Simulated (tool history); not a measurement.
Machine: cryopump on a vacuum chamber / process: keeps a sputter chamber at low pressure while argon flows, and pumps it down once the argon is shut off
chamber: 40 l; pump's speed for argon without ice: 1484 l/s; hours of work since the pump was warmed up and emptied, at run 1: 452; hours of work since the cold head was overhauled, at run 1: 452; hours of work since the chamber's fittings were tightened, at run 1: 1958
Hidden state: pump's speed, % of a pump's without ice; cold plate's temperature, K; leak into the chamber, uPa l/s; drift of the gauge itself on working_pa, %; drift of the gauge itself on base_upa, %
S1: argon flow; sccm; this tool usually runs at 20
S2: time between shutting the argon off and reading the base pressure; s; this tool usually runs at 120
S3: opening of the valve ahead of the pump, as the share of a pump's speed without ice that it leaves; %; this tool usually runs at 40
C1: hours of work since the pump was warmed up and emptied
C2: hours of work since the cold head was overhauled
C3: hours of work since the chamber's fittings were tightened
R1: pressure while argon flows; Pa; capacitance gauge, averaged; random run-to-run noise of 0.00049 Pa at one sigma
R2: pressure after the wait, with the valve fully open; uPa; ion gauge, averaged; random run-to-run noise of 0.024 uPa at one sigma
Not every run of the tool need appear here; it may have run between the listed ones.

run 1 hour=0.0 | S1=20 S2=120 S3=40 | C1=452 C2=452 C3=1958 | R1=0.0585 R2=2.15
run 2 hour=69.9 | S1=20 S2=120 S3=40 | C1=510 C2=510 C3=2016 | R1=0.0592 R2=2.28
run 3 hour=122.5 | S1=20 S2=120 S3=40 | C1=554 C2=554 C3=2060 | R1=0.0596 R2=2.32
run 4 hour=153.2 | S1=20 S2=120 S3=40 | C1=580 C2=580 C3=2086 | R1=0.0595 R2=2.30
run 5 hour=220.1 | S1=20 S2=120 S3=40 | C1=636 C2=636 C3=2141 | R1=0.0612 R2=2.31
run 6 hour=249.2 | S1=20 S2=120 S3=40 | C1=660 C2=660 C3=2166 | R1=0.0604 R2=2.29
run 7 hour=299.7 | S1=20 S2=120 S3=40 | C1=702 C2=702 C3=2208 | R1=0.0601 R2=2.41
run 8 hour=366.9 | S1=20 S2=120 S3=40 | C1=758 C2=758 C3=2264 | R1=0.0604 R2=2.51
run 9 hour=420.4 | S1=20 S2=120 S3=40 | C1=803 C2=803 C3=2309 | R1=0.0610 R2=2.56
run 10 hour=454.0 | S1=20 S2=120 S3=40 | C1=831 C2=831 C3=2337 | R1=0.0612 R2=2.59
run 11 hour=499.1 | S1=20 S2=120 S3=40 | C1=869 C2=869 C3=2374 | R1=0.0614 R2=2.64
run 12 hour=547.3 | S1=20 S2=200 S3=40 | C1=909 C2=909 C3=2414 | R1=0.0617 R2=2.48
run 13 hour=599.9 | S1=20 S2=200 S3=40 | C1=953 C2=953 C3=2458 | R1=0.0618 R2=2.53
run 14 hour=643.3 | S1=20 S2=200 S3=40 | C1=989 C2=989 C3=2495 | R1=0.0638 R2=2.50
run 15 hour=701.6 | S1=20 S2=200 S3=40 | C1=1038 C2=1038 C3=2543 | R1=0.0620 R2=2.57
run 16 hour=767.8 | S1=21 S2=68 S3=40 | C1=1093 C2=1093 C3=2598 | R1=0.0662 R2=3.38
run 17 hour=803.3 | S1=26 S2=68 S3=26 | C1=1122 C2=1122 C3=2628 | R1=0.1216 R2=3.44
run 18 hour=839.5 | S1=26 S2=68 S3=26 | C1=1153 C2=1153 C3=2658 | R1=0.1217 R2=3.53
-- hour=869.3 pump warmed up, emptied and cooled again
run 19 hour=901.2 | S1=26 S2=68 S3=26 | C1=27 C2=1200 C3=2706 | R1=0.1150 R2=3.10
run 20 hour=930.6 | S1=20 S2=242 S3=40 | C1=51 C2=1224 C3=2730 | R1=0.0567 R2=2.25
run 21 hour=994.2 | S1=20 S2=242 S3=26 | C1=104 C2=1278 C3=2783 | R1=0.0881 R2=2.35
run 22 hour=1035.3 | S1=20 S2=93 S3=40 | C1=139 C2=1312 C3=2818 | R1=0.0581 R2=2.91
run 23 hour=1091.8 | S1=29 S2=46 S3=44 | C1=186 C2=1359 C3=2865 | R1=0.0772 R2=3.79
run 24 hour=1137.0 | S1=29 S2=46 S3=44 | C1=223 C2=1397 C3=2902 | R1=0.0773 R2=3.84
run 25 hour=1174.8 | S1=21 S2=124 S3=40 | C1=255 C2=1428 C3=2934 | R1=0.0609 R2=2.80
run 26 hour=1214.5 | S1=35 S2=124 S3=52 | C1=288 C2=1461 C3=2967 | R1=0.0789 R2=2.75
run 27 hour=1262.4 | S1=35 S2=27 S3=52 | C1=328 C2=1501 C3=3007 | R1=0.0805 R2=5.16
run 28 hour=1315.8 | S1=35 S2=269 S3=52 | C1=373 C2=1546 C3=3052 | R1=0.0811 R2=2.64

Table of differences, measured result less the result of that run with no hidden state. Run-to-run variation is the same in both. Gauge scatter possibly is not:
run=1 R1=+0.0019 R2=+1.33
run=2 R1=+0.0023 R2=+1.42
run=3 R1=+0.0026 R2=+1.45
run=4 R1=+0.0026 R2=+1.48
run=5 R1=+0.0030 R2=+1.52
run=6 R1=+0.0031 R2=+1.51
run=7 R1=+0.0033 R2=+1.60
run=8 R1=+0.0037 R2=+1.66
run=9 R1=+0.0039 R2=+1.74
run=10 R1=+0.0041 R2=+1.75
run=11 R1=+0.0043 R2=+1.81
run=12 R1=+0.0046 R2=+1.87
run=13 R1=+0.0049 R2=+1.93
run=14 R1=+0.0052 R2=+1.94
run=15 R1=+0.0055 R2=+2.01
run=16 R1=+0.0063 R2=+2.11
run=17 R1=+0.0079 R2=+2.16
run=18 R1=+0.0083 R2=+2.21
run=19 R1=+0.0007 R2=+1.75
run=20 R1=+0.0006 R2=+1.75
run=21 R1=+0.0008 R2=+1.80
run=22 R1=+0.0010 R2=+1.88
run=23 R1=+0.0018 R2=+1.92
run=24 R1=+0.0021 R2=+2.00
run=25 R1=+0.0016 R2=+1.99
run=26 R1=+0.0030 R2=+1.98
run=27 R1=+0.0034 R2=+2.11
run=28 R1=+0.0038 R2=+2.14

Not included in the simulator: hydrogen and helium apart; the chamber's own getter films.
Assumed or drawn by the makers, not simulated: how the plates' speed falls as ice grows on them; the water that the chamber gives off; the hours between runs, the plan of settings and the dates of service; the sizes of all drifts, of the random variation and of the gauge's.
